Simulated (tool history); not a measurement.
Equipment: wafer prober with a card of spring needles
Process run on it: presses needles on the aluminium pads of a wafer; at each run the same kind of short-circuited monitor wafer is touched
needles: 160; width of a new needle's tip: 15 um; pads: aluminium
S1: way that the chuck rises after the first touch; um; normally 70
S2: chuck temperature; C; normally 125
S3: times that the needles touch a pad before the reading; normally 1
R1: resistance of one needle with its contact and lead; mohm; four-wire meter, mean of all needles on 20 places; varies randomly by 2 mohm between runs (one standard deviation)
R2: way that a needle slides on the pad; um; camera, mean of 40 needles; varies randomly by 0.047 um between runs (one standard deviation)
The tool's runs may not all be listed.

run	hour	S1	S2	S3	R1	R2
1	0	70	125	1	251	15.55
# hour 4.2: tips cleaned on abrasive film
# hour 14.5: tips cleaned on abrasive film
# hour 24.9: tips cleaned on abrasive film
2	32.8	70	125	1	275	15.45
# hour 35: tips cleaned on abrasive film
# hour 45.5: tips cleaned on abrasive film
# hour 55.9: tips cleaned on abrasive film
# hour 66.4: tips cleaned on abrasive film
3	70.2	70	125	1	249	15.42
# hour 76.5: tips cleaned on abrasive film
# hour 87: tips cleaned on abrasive film
4	93.8	70	100	1	270	15.42
# hour 95.9: tips cleaned on abrasive film
# hour 106.1: tips cleaned on abrasive film
# hour 114.5: tips cleaned on abrasive film
# hour 122.9: tips cleaned on abrasive film
# hour 132.9: tips cleaned on abrasive film
5	132.9	70	100	2	215	15.4
# hour 143.2: tips cleaned on abrasive film
# hour 153.7: tips cleaned on abrasive film
6	159.7	70	100	2	238	15.39
# hour 164: tips cleaned on abrasive film
# hour 174.4: tips cleaned on abrasive film
7	181.7	70	100	2	245	15.35
# hour 183.8: tips cleaned on abrasive film
# hour 188.1: tips cleaned on abrasive film, once more
# hour 196.4: tips cleaned on abrasive film
8	203.9	70	100	2	245	15.3
# hour 206: tips cleaned on abrasive film
# hour 216.5: tips cleaned on abrasive film
# hour 226.9: tips cleaned on abrasive film
# hour 235.2: tips cleaned on abrasive film
# hour 245.7: tips cleaned on abrasive film
9	245.8	70	100	2	215	15.3
# hour 254.2: tips cleaned on abrasive film
# hour 264.5: tips cleaned on abrasive film
# hour 272.9: tips cleaned on abrasive film
10	276.4	70	100	2	233	15.21
# hour 282.7: tips cleaned on abrasive film
# hour 293: tips cleaned on abrasive film
# hour 303.5: tips cleaned on abrasive film
# hour 311.9: tips cleaned on abrasive film
# hour 322.3: tips cleaned on abrasive film
11	323.1	80	66	1	213	17.56
# hour 331.5: tips cleaned on abrasive film
# hour 341.9: tips cleaned on abrasive film
# hour 352.4: tips cleaned on abrasive film
# hour 352.7: height of the first contact set anew
# hour 361.1: tips cleaned on abrasive film
12	368.9	70	47	1	250	15.71
# hour 371: tips cleaned on abrasive film
# hour 381.4: tips cleaned on abrasive film
# hour 389.8: tips cleaned on abrasive film
# hour 398.2: tips cleaned on abrasive film
13	405.9	85	125	1	252	18.96
# hour 407.9: tips cleaned on abrasive film
# hour 418.4: tips cleaned on abrasive film
# hour 428.9: tips cleaned on abrasive film
14	434.7	85	125	1	243	19.1
# hour 439: tips cleaned on abrasive film
# hour 449.4: tips cleaned on abrasive film
# hour 459.9: tips cleaned on abrasive film
# hour 468.3: tips cleaned on abrasive film
15	470.2	58	35	1	229	12.94
# hour 478.5: tips cleaned on abrasive film
# hour 489: tips cleaned on abrasive film
16	490.7	58	85	1	247	12.88
# hour 499.1: tips cleaned on abrasive film
# hour 509.6: tips cleaned on abrasive film
# hour 520: tips cleaned on abrasive film
17	521.8	58	75	1	240	12.84
# hour 530.2: tips cleaned on abrasive film
# hour 540.7: tips cleaned on abrasive film
# hour 551.1: tips cleaned on abrasive film
# hour 561.6: tips cleaned on abrasive film
18	562.4	70	125	3	220	15.48
# hour 570.6: tips cleaned on abrasive film
# hour 581: tips cleaned on abrasive film
# hour 591: tips cleaned on abrasive film
19	591	62	50	1	213	13.65

What if the next run were any one of these 4? Each begins from the tool's condition after run 19:
# hour 601.5: tips cleaned on abrasive film
# hour 610.9: tips cleaned on abrasive film
A	610.9	79	108	2	?	?
# hour 601.5: tips cleaned on abrasive film
# hour 610.9: tips cleaned on abrasive film
B	610.9	62	74	1	?	?
# hour 601.5: tips cleaned on abrasive film
# hour 610.9: tips cleaned on abrasive film
C	610.9	71	110	2	?	?
# hour 601.5: tips cleaned on abrasive film
# hour 610.9: tips cleaned on abrasive film
D	610.9	57	50	1	?	?

run	R1	R2
A	217	17.35
B	211	13.59
C	218	15.64
D	211	12.54
With the hidden condition removed and each run's random variation left untouched, the same runs would have given:
run	R1	R2
A	213	17.63
B	203	13.87
C	213	15.92
D	201	12.82
